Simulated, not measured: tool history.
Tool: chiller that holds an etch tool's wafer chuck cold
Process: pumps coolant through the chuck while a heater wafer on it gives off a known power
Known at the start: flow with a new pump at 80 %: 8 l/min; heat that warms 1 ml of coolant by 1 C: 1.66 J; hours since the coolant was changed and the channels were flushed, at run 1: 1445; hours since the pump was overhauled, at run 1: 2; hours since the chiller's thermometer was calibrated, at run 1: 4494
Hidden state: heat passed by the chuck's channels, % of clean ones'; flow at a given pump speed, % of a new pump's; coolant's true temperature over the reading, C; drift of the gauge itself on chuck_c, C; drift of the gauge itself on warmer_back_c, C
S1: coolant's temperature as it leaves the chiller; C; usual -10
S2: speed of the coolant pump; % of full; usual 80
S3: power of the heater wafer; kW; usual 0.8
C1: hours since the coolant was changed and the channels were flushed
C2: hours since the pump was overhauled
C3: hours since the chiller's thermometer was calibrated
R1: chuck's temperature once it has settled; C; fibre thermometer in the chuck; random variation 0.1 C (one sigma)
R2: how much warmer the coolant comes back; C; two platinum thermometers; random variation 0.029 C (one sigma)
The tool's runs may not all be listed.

Run 1, hour 0: usual settings; C1 1445; C2 2; C3 4494. Result: R1 -1.8 C, R2 3.67 C.
Run 2, hour 17.2: usual settings; C1 1463; C2 20; C3 4511. Result: R1 -1.8 C, R2 3.63 C.
Run 3, hour 45.6: usual settings; C1 1491; C2 48; C3 4540. Result: R1 -1.9 C, R2 3.64 C.
Run 4, hour 67.5: usual settings; C1 1513; C2 70; C3 4562. Result: R1 -2 C, R2 3.6 C.
Run 5, hour 86.2: usual settings; C1 1532; C2 89; C3 4580. Result: R1 -1.8 C, R2 3.63 C.
Run 6, hour 111: usual settings but S2 93 % of full; C1 1556; C2 113; C3 4605. Result: R1 -2.7 C, R2 3.08 C.
Run 7, hour 132.1: usual settings but S2 93 % of full; C1 1577; C2 135; C3 4626. Result: R1 -2.8 C, R2 3.13 C.
Run 8, hour 155.3: usual settings but S1 -18 C, S2 93 % of full; C1 1601; C2 158; C3 4649. Result: R1 -10.9 C, R2 3.14 C.
Run 9, hour 171.5: usual settings but S1 -15 C; C1 1617; C2 174; C3 4666. Result: R1 -6.7 C, R2 3.62 C.
Run 10, hour 198.6: usual settings; C1 1644; C2 201; C3 4693. Result: R1 -1.7 C, R2 3.67 C.
Run 11, hour 222.9: usual settings but S2 97 % of full; C1 1668; C2 225; C3 4717. Result: R1 -3.2 C, R2 2.96 C.
Run 12, hour 246.9: usual settings but S2 61 % of full; C1 1692; C2 249; C3 4741. Result: R1 0.3 C, R2 4.77 C.
Run 13, hour 271.4: usual settings but S3 0.986 kW; C1 1717; C2 274; C3 4765. Result: R1 0.2 C, R2 4.45 C.
Run 14, hour 296.2: usual settings; C1 1742; C2 299; C3 4790. Result: R1 -1.9 C, R2 3.64 C.
Run 15, hour 312.6: usual settings; C1 1758; C2 315; C3 4807. Result: R1 -1.8 C, R2 3.62 C.
Run 16, hour 335.4: usual settings; C1 1781; C2 338; C3 4829. Result: R1 -1.9 C, R2 3.61 C.
Run 17, hour 363.2: usual settings but S2 99 % of full; C1 1808; C2 366; C3 4857. Result: R1 -3.2 C, R2 2.92 C.
Run 18, hour 391.1: usual settings but S2 99 % of full; C1 1836; C2 394; C3 4885. Result: R1 -3.1 C, R2 2.95 C.
At hour 401: chiller's thermometer calibrated.
Run 19, hour 415.7: usual settings but S1 -11 C, S2 85 % of full, S3 0.792 kW; C1 1860; C2 417; C3 15. Result: R1 -2.8 C, R2 3.38 C.
Run 20, hour 443.2: usual settings but S1 -1 C, S3 0.681 kW; C1 1887; C2 445; C3 42. Result: R1 6.3 C, R2 3.08 C.
Run 21, hour 472.4: usual settings but S1 -1 C, S3 0.681 kW; C1 1917; C2 474; C3 71. Result: R1 6.4 C, R2 3.14 C.
Run 22, hour 486: usual settings but S2 84 % of full, S3 0.909 kW; C1 1930; C2 487; C3 85. Result: R1 -0.6 C, R2 3.97 C.
Run 23, hour 509.1: usual settings but S2 79 % of full, S3 0.591 kW; C1 1953; C2 511; C3 108. Result: R1 -3.4 C, R2 2.71 C.
Run 24, hour 531.6: usual settings but S1 -5 C, S2 71 % of full, S3 0.91 kW; C1 1976; C2 533; C3 131. Result: R1 5.9 C, R2 4.69 C.
Run 25, hour 543.7: usual settings but S1 -7 C, S2 66 % of full, S3 1.025 kW; C1 1988; C2 545; C3 143. Result: R1 6 C, R2 5.64 C.
Run 26, hour 568.7: usual settings but S3 0.912 kW; C1 2013; C2 570; C3 168. Result: R1 -0.1 C, R2 4.13 C.
Run 27, hour 582.6: usual settings but S1 -16 C, S2 99 % of full, S3 0.675 kW; C1 2027; C2 584; C3 182. Result: R1 -10 C, R2 2.51 C.
Run 28, hour 606.3: usual settings but S1 -16 C, S2 99 % of full, S3 0.675 kW; C1 2051; C2 608; C3 205. Result: R1 -9.9 C, R2 2.47 C.
Run 29, hour 632.6: usual settings but S1 -16 C, S2 99 % of full, S3 0.675 kW; C1 2077; C2 634; C3 232. Result: R1 -10 C, R2 2.5 C.
Run 30, hour 656.1: usual settings but S1 -16 C, S2 99 % of full, S3 0.675 kW; C1 2100; C2 658; C3 255. Result: R1 -10 C, R2 2.53 C.
Run 31, hour 676.2: usual settings but S1 -5 C, S3 1.158 kW; C1 2121; C2 678; C3 275. Result: R1 7.6 C, R2 5.27 C.

Some steps in R1 between neighbouring runs. How much of each would the tool show without its hidden state too (settings, what came in, random variation), and how much is left for the hidden state, with any gauge scatter that isn't in both results?
Run 18 -> 19: S1 -10 -> -11, S2 99 -> 85, S3 0.8 -> 0.792, chiller's thermometer calibrated. R1 +0.3 C: hidden state +0.4, all else -0.1.
Run 22 -> 23: S2 84 -> 79, S3 0.909 -> 0.591. R1 -2.8 C: hidden state -0.2, all else -2.6.
Run 23 -> 24: S1 -10 -> -5, S2 79 -> 71, S3 0.591 -> 0.91. R1 +9.3 C: hidden state +0.2, all else +9.1.
Run 26 -> 27: S1 -10 -> -16, S2 80 -> 99, S3 0.912 -> 0.675. R1 -9.9 C: hidden state -0.2, all else -9.7.
Run 30 -> 31: S1 -16 -> -5, S2 99 -> 80, S3 0.675 -> 1.158. R1 +17.6 C: hidden state +0.3, all else +17.3.
